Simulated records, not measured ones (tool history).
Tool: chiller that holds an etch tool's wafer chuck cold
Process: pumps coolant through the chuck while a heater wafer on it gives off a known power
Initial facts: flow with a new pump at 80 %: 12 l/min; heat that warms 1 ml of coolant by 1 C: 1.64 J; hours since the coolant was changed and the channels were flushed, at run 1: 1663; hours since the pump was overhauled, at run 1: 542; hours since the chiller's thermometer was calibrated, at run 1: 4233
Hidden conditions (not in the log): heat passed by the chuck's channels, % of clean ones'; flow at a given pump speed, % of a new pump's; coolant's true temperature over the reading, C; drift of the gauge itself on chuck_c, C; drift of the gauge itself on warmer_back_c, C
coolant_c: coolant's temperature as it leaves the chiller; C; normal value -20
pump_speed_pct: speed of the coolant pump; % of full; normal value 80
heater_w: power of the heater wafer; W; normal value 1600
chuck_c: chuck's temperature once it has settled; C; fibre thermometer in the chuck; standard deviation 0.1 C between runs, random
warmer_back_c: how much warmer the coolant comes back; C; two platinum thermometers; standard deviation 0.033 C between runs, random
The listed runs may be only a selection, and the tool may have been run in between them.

run	day	coolant_c	pump_speed_pct	heater_w	hours since the coolant was changed and the channels were flushed	hours since the pump was overhauled	hours since the chiller's thermometer was calibrated	chuck_c	warmer_back_c
1	0.000	-20	80	1600	1663	542	4233	-9.5	4.79
2	2.121	-13	80	1600	1714	593	4284	-2.5	4.89
3	4.375	-13	80	1600	1768	647	4338	-2.5	4.85
4	8.521	-15	80	1600	1868	746	4438	-4.3	4.85
5	10.892	-20	80	1600	1925	803	4495	-9.4	4.94
6	13.538	-20	80	1600	1988	867	4558	-9.5	4.90
7	16.675	-20	80	1600	2064	942	4634	-9.3	4.87
8	19.638	-20	80	1600	2135	1013	4705	-9.3	4.96
9	23.142	-20	80	1600	2219	1097	4789	-9.3	4.90
10	25.712	-20	80	1600	2281	1159	4850	-9.3	4.94
# day 26.200: coolant pump overhauled
11	29.242	-20	80	1997	2360	73	4930	-6.5	6.14
12	32.796	-20	80	1997	2446	158	5015	-6.4	6.22
13	35.296	-20	80	1997	2505	218	5075	-6.3	6.24
14	37.683	-29	95	1155	2563	276	5133	-22.5	2.95
15	42.312	-20	97	2179	2674	387	5244	-7.1	5.54
16	45.146	-20	97	1207	2742	455	5312	-13.0	3.11
# day 47.096: coolant pump overhauled, once more
17	49.092	-23	80	1600	2832	48	5402	-12.2	4.77
18	52.504	-29	61	2366	2914	130	5483	-8.8	9.52
19	56.512	-29	61	2366	3010	226	5580	-8.8	9.53
# day 58.858: chiller's thermometer calibrated
20	60.008	-12	61	1040	3093	309	28	-2.8	4.14
21	63.742	-15	66	1089	3182	398	117	-6.0	4.07
22	66.888	-15	66	1089	3258	474	193	-5.8	4.09
23	69.483	-10	71	1600	3320	536	255	2.6	5.50
24	71.817	-25	76	1720	3376	592	311	-12.1	5.53

What if the next run were any one of these 5? Each begins from the tool's condition after run 24:
A	75.100	-11	80	1600	3455	671	390	?	?
B	75.100	-21	89	1757	3455	671	390	?	?
C	75.100	-12	76	1720	3455	671	390	?	?
D	75.100	-25	76	1585	3455	671	390	?	?
E	75.100	-25	61	2186	3455	671	390	?	?

run	chuck_c	warmer_back_c
A	0.5	4.91
B	-9.3	4.74
C	1.0	5.54
D	-13.1	5.11
E	-5.5	8.91
With no hidden state in the tool, these same runs would have given:
run	chuck_c	warmer_back_c
A	-0.5	4.89
B	-10.3	4.72
C	-0.1	5.52
D	-14.1	5.09
E	-7.0	8.86
